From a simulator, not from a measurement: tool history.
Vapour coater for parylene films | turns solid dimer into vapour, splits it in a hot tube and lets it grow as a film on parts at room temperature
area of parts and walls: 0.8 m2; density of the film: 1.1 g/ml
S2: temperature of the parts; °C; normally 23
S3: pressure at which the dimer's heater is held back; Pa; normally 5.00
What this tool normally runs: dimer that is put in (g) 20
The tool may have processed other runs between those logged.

run 1 hour=0.0 | dimer_that_is_put_in_(g)=20 S2=23 S3=5.00 | thickness_of_the_film_(µm)=17.54
run 2 hour=48.7 | dimer_that_is_put_in_(g)=20 S2=17 S3=5.00 | thickness_of_the_film_(µm)=19.33
run 3 hour=71.2 | dimer_that_is_put_in_(g)=20 S2=17 S3=5.00 | thickness_of_the_film_(µm)=19.40
run 4 hour=101.5 | dimer_that_is_put_in_(g)=20 S2=17 S3=5.00 | thickness_of_the_film_(µm)=19.22
run 5 hour=132.8 | dimer_that_is_put_in_(g)=20 S2=23 S3=5.00 | thickness_of_the_film_(µm)=17.33
run 6 hour=177.4 | dimer_that_is_put_in_(g)=20 S2=32 S3=5.00 | thickness_of_the_film_(µm)=14.97
run 7 hour=215.3 | dimer_that_is_put_in_(g)=20 S2=23 S3=5.00 | thickness_of_the_film_(µm)=17.37
run 8 hour=254.3 | dimer_that_is_put_in_(g)=20 S2=23 S3=5.00 | thickness_of_the_film_(µm)=17.29
run 9 hour=276.7 | dimer_that_is_put_in_(g)=20 S2=23 S3=3.42 | thickness_of_the_film_(µm)=18.62
run 10 hour=298.0 | dimer_that_is_put_in_(g)=20 S2=23 S3=3.42 | thickness_of_the_film_(µm)=18.67
run 11 hour=338.5 | dimer_that_is_put_in_(g)=20 S2=25 S3=3.42 | thickness_of_the_film_(µm)=17.95
run 12 hour=360.9 | dimer_that_is_put_in_(g)=20 S2=23 S3=7.41 | thickness_of_the_film_(µm)=15.98
run 13 hour=392.3 | dimer_that_is_put_in_(g)=16 S2=23 S3=5.00 | thickness_of_the_film_(µm)=13.79
-- hour=432.7 trap's valve overhauled
run 14 hour=437.4 | dimer_that_is_put_in_(g)=16 S2=23 S3=5.00 | thickness_of_the_film_(µm)=14.55
run 15 hour=486.8 | dimer_that_is_put_in_(g)=16 S2=23 S3=5.00 | thickness_of_the_film_(µm)=14.54
run 16 hour=518.8 | dimer_that_is_put_in_(g)=16 S2=23 S3=5.00 | thickness_of_the_film_(µm)=14.56
run 17 hour=551.4 | dimer_that_is_put_in_(g)=20 S2=23 S3=5.00 | thickness_of_the_film_(µm)=18.13
run 18 hour=577.5 | dimer_that_is_put_in_(g)=20 S2=23 S3=5.00 | thickness_of_the_film_(µm)=18.14
run 19 hour=605.9 | dimer_that_is_put_in_(g)=20 S2=23 S3=5.00 | thickness_of_the_film_(µm)=18.01
run 20 hour=651.6 | dimer_that_is_put_in_(g)=18 S2=23 S3=5.00 | thickness_of_the_film_(µm)=16.28
run 21 hour=700.0 | dimer_that_is_put_in_(g)=20 S2=30 S3=5.00 | thickness_of_the_film_(µm)=15.99
run 22 hour=748.6 | dimer_that_is_put_in_(g)=20 S2=30 S3=5.00 | thickness_of_the_film_(µm)=16.05
run 23 hour=781.7 | dimer_that_is_put_in_(g)=20 S2=23 S3=5.00 | thickness_of_the_film_(µm)=17.82
run 24 hour=813.8 | dimer_that_is_put_in_(g)=20 S2=23 S3=5.00 | thickness_of_the_film_(µm)=17.98
run 25 hour=860.6 | dimer_that_is_put_in_(g)=20 S2=23 S3=5.00 | thickness_of_the_film_(µm)=17.76
run 26 hour=894.3 | dimer_that_is_put_in_(g)=20 S2=23 S3=5.00 | thickness_of_the_film_(µm)=17.81
run 27 hour=917.9 | dimer_that_is_put_in_(g)=15 S2=22 S3=5.00 | thickness_of_the_film_(µm)=13.57
run 28 hour=938.4 | dimer_that_is_put_in_(g)=27 S2=23 S3=2.53 | thickness_of_the_film_(µm)=27.46
run 29 hour=979.6 | dimer_that_is_put_in_(g)=19 S2=21 S3=4.53 | thickness_of_the_film_(µm)=17.82
run 30 hour=1018.6 | dimer_that_is_put_in_(g)=20 S2=17 S3=5.45 | thickness_of_the_film_(µm)=19.27
run 31 hour=1045.2 | dimer_that_is_put_in_(g)=18 S2=23 S3=2.03 | thickness_of_the_film_(µm)=19.10
run 32 hour=1068.7 | dimer_that_is_put_in_(g)=17 S2=27 S3=7.97 | thickness_of_the_film_(µm)=12.75
run 33 hour=1114.0 | dimer_that_is_put_in_(g)=17 S2=27 S3=7.97 | thickness_of_the_film_(µm)=12.77
run 34 hour=1152.3 | dimer_that_is_put_in_(g)=11 S2=18 S3=3.41 | thickness_of_the_film_(µm)=11.25
run 35 hour=1188.7 | dimer_that_is_put_in_(g)=14 S2=18 S3=2.51 | thickness_of_the_film_(µm)=14.96
run 36 hour=1228.9 | dimer_that_is_put_in_(g)=14 S2=18 S3=2.51 | thickness_of_the_film_(µm)=15.08
run 37 hour=1263.1 | dimer_that_is_put_in_(g)=22 S2=29 S3=10.86 | thickness_of_the_film_(µm)=14.91
run 38 hour=1287.3 | dimer_that_is_put_in_(g)=22 S2=17 S3=7.84 | thickness_of_the_film_(µm)=19.42
run 39 hour=1314.1 | dimer_that_is_put_in_(g)=22 S2=17 S3=7.84 | thickness_of_the_film_(µm)=19.39
run 40 hour=1335.6 | dimer_that_is_put_in_(g)=22 S2=17 S3=7.84 | thickness_of_the_film_(µm)=19.46
run 41 hour=1368.7 | dimer_that_is_put_in_(g)=22 S2=17 S3=7.84 | thickness_of_the_film_(µm)=19.39
run 42 hour=1396.7 | dimer_that_is_put_in_(g)=22 S2=17 S3=7.84 | thickness_of_the_film_(µm)=19.39
run 43 hour=1419.5 | dimer_that_is_put_in_(g)=33 S2=23 S3=5.00 | thickness_of_the_film_(µm)=28.80
run 44 hour=1456.9 | dimer_that_is_put_in_(g)=33 S2=23 S3=5.00 | thickness_of_the_film_(µm)=28.63
run 45 hour=1501.6 | dimer_that_is_put_in_(g)=13 S2=22 S3=5.51 | thickness_of_the_film_(µm)=11.29
run 46 hour=1550.4 | dimer_that_is_put_in_(g)=11 S2=32 S3=5.51 | thickness_of_the_film_(µm)=8.02
run 47 hour=1575.0 | dimer_that_is_put_in_(g)=11 S2=32 S3=5.51 | thickness_of_the_film_(µm)=8.03

Measured less the same run without the tool's hidden state. The same run-to-run variation is in both; the gauge's scatter may not be:
Hidden conditions of the tool in this case: vapour lost through the trap's worn valve, %; true temperature of the parts over the reading, C; drift of the gauge itself on film_um, %.
run=1 thickness_of_the_film_(µm)=-0.58
run=2 thickness_of_the_film_(µm)=-0.69
run=3 thickness_of_the_film_(µm)=-0.70
run=4 thickness_of_the_film_(µm)=-0.73
run=5 thickness_of_the_film_(µm)=-0.68
run=6 thickness_of_the_film_(µm)=-0.62
run=7 thickness_of_the_film_(µm)=-0.75
run=8 thickness_of_the_film_(µm)=-0.78
run=9 thickness_of_the_film_(µm)=-0.86
run=10 thickness_of_the_film_(µm)=-0.88
run=11 thickness_of_the_film_(µm)=-0.88
run=12 thickness_of_the_film_(µm)=-0.80
run=13 thickness_of_the_film_(µm)=-0.72
run=14 thickness_of_the_film_(µm)=+0.07
run=15 thickness_of_the_film_(µm)=+0.03
run=16 thickness_of_the_film_(µm)=+0.02
run=17 thickness_of_the_film_(µm)=+0.00
run=18 thickness_of_the_film_(µm)=-0.02
run=19 thickness_of_the_film_(µm)=-0.05
run=20 thickness_of_the_film_(µm)=-0.08
run=21 thickness_of_the_film_(µm)=-0.12
run=22 thickness_of_the_film_(µm)=-0.14
run=23 thickness_of_the_film_(µm)=-0.19
run=24 thickness_of_the_film_(µm)=-0.22
run=25 thickness_of_the_film_(µm)=-0.25
run=26 thickness_of_the_film_(µm)=-0.28
run=27 thickness_of_the_film_(µm)=-0.23
run=28 thickness_of_the_film_(µm)=-0.49
run=29 thickness_of_the_film_(µm)=-0.35
run=30 thickness_of_the_film_(µm)=-0.42
run=31 thickness_of_the_film_(µm)=-0.44
run=32 thickness_of_the_film_(µm)=-0.31
run=33 thickness_of_the_film_(µm)=-0.33
run=34 thickness_of_the_film_(µm)=-0.31
run=35 thickness_of_the_film_(µm)=-0.59
run=36 thickness_of_the_film_(µm)=-0.63
run=37 thickness_of_the_film_(µm)=-0.48
run=38 thickness_of_the_film_(µm)=-0.66
run=39 thickness_of_the_film_(µm)=-0.68
run=40 thickness_of_the_film_(µm)=-0.71
run=41 thickness_of_the_film_(µm)=-0.73
run=42 thickness_of_the_film_(µm)=-0.76
run=43 thickness_of_the_film_(µm)=-1.14
run=44 thickness_of_the_film_(µm)=-1.19
run=45 thickness_of_the_film_(µm)=-0.49
run=46 thickness_of_the_film_(µm)=-0.36
run=47 thickness_of_the_film_(µm)=-0.37

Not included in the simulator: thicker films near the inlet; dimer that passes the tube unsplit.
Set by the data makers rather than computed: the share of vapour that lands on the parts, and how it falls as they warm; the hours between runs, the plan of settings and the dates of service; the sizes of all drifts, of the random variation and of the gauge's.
